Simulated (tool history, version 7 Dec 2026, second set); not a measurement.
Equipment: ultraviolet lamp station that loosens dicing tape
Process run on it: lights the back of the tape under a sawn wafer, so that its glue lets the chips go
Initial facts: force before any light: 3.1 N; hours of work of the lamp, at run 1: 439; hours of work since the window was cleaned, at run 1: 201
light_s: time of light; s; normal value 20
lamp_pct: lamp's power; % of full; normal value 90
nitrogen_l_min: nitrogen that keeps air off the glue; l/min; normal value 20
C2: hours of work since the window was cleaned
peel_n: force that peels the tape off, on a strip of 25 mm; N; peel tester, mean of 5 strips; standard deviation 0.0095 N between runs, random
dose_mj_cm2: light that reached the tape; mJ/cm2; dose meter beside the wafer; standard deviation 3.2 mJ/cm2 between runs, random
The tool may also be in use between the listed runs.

Run 1, hour 0.0: usual settings; hours of work of the lamp 439; C2 201. Result: peel_n 0.510 N, dose_mj_cm2 415 mJ/cm2.
Run 2, hour 54.9: usual settings but lamp_pct 88 % of full; hours of work of the lamp 477; C2 239. Result: peel_n 0.549 N, dose_mj_cm2 392 mJ/cm2.
At hour 90.4: window cleaned of glue's vapour.
Run 3, hour 125.1: usual settings; hours of work of the lamp 526; C2 24. Result: peel_n 0.616 N, dose_mj_cm2 362 mJ/cm2.
Run 4, hour 166.6: usual settings; hours of work of the lamp 555; C2 53. Result: peel_n 0.641 N, dose_mj_cm2 352 mJ/cm2.
At hour 242.1: window cleaned of glue's vapour, once more.
Run 5, hour 244.7: usual settings but nitrogen_l_min 8 l/min; hours of work of the lamp 609; C2 2. Result: peel_n 0.660 N, dose_mj_cm2 435 mJ/cm2.
Run 6, hour 312.1: usual settings but nitrogen_l_min 8 l/min; hours of work of the lamp 656; C2 49. Result: peel_n 0.680 N, dose_mj_cm2 426 mJ/cm2.
Run 7, hour 353.6: usual settings; hours of work of the lamp 685; C2 78. Result: peel_n 0.506 N, dose_mj_cm2 420 mJ/cm2.
Run 8, hour 405.4: usual settings; hours of work of the lamp 722; C2 114. Result: peel_n 0.517 N, dose_mj_cm2 408 mJ/cm2.
Run 9, hour 447.5: usual settings; hours of work of the lamp 751; C2 144. Result: peel_n 0.514 N, dose_mj_cm2 401 mJ/cm2.
Run 10, hour 502.0: usual settings; hours of work of the lamp 789; C2 182. Result: peel_n 0.554 N, dose_mj_cm2 392 mJ/cm2.
Run 11, hour 574.6: usual settings but light_s 12 s, lamp_pct 65 % of full, nitrogen_l_min 7 l/min; hours of work of the lamp 840; C2 232. Result: peel_n 1.734 N, dose_mj_cm2 162 mJ/cm2.
At hour 615.8: window cleaned of glue's vapour.
Run 12, hour 620.7: usual settings but light_s 22 s, nitrogen_l_min 25 l/min; hours of work of the lamp 872; C2 3. Result: peel_n 0.408 N, dose_mj_cm2 461 mJ/cm2.
Run 13, hour 661.4: usual settings but light_s 22 s, nitrogen_l_min 25 l/min; hours of work of the lamp 900; C2 32. Result: peel_n 0.419 N, dose_mj_cm2 454 mJ/cm2.
Run 14, hour 725.8: usual settings but light_s 12 s, lamp_pct 66 % of full, nitrogen_l_min 26 l/min; hours of work of the lamp 945; C2 77. Result: peel_n 1.229 N, dose_mj_cm2 177 mJ/cm2.
Run 15, hour 760.9: usual settings but light_s 12 s, lamp_pct 66 % of full, nitrogen_l_min 26 l/min; hours of work of the lamp 970; C2 101. Result: peel_n 1.286 N, dose_mj_cm2 175 mJ/cm2.
Run 16, hour 835.8: usual settings but light_s 14 s, lamp_pct 66 % of full, nitrogen_l_min 8 l/min; hours of work of the lamp 1022; C2 154. Result: peel_n 1.555 N, dose_mj_cm2 195 mJ/cm2.
Run 17, hour 884.0: usual settings but light_s 22 s, lamp_pct 64 % of full, nitrogen_l_min 10 l/min; hours of work of the lamp 1056; C2 187. Result: peel_n 1.012 N, dose_mj_cm2 289 mJ/cm2.
Run 18, hour 950.8: usual settings but light_s 11 s, lamp_pct 64 % of full, nitrogen_l_min 21 l/min; hours of work of the lamp 1102; C2 234. Result: peel_n 1.505 N, dose_mj_cm2 143 mJ/cm2.
At hour 990.3: window cleaned of glue's vapour.
Run 19, hour 1003.3: usual settings but light_s 24 s, lamp_pct 93 % of full; hours of work of the lamp 1139; C2 9. Result: peel_n 0.400 N, dose_mj_cm2 500 mJ/cm2.
Run 20, hour 1065.1: usual settings but light_s 17 s; hours of work of the lamp 1182; C2 52. Result: peel_n 0.673 N, dose_mj_cm2 332 mJ/cm2.

Predict each of these 4 candidate next runs independently; none follows another, all start after run 20:
Run A, hour 1107.8: usual settings but light_s 13 s, lamp_pct 97 % of full; hours of work of the lamp 1212; C2 82. Result: peel_n ?, dose_mj_cm2 ?.
Run B, hour 1107.8: usual settings but light_s 12 s, nitrogen_l_min 19 l/min; hours of work of the lamp 1212; C2 82. Result: peel_n ?, dose_mj_cm2 ?.
Run C, hour 1107.8: usual settings but light_s 31 s, lamp_pct 68 % of full, nitrogen_l_min 11 l/min; hours of work of the lamp 1212; C2 82. Result: peel_n ?, dose_mj_cm2 ?.
Run D, hour 1107.8: usual settings but light_s 13 s; hours of work of the lamp 1212; C2 82. Result: peel_n ?, dose_mj_cm2 ?.

run  peel_n  dose_mj_cm2
  A   0.910          267
  B   1.093          229
  C   0.550          447
  D   0.956          249
What these runs would have given with no unlogged condition in the tool:
run  peel_n  dose_mj_cm2
  A   0.675          341
  B   0.834          294
  C   0.393          574
  D   0.717          319
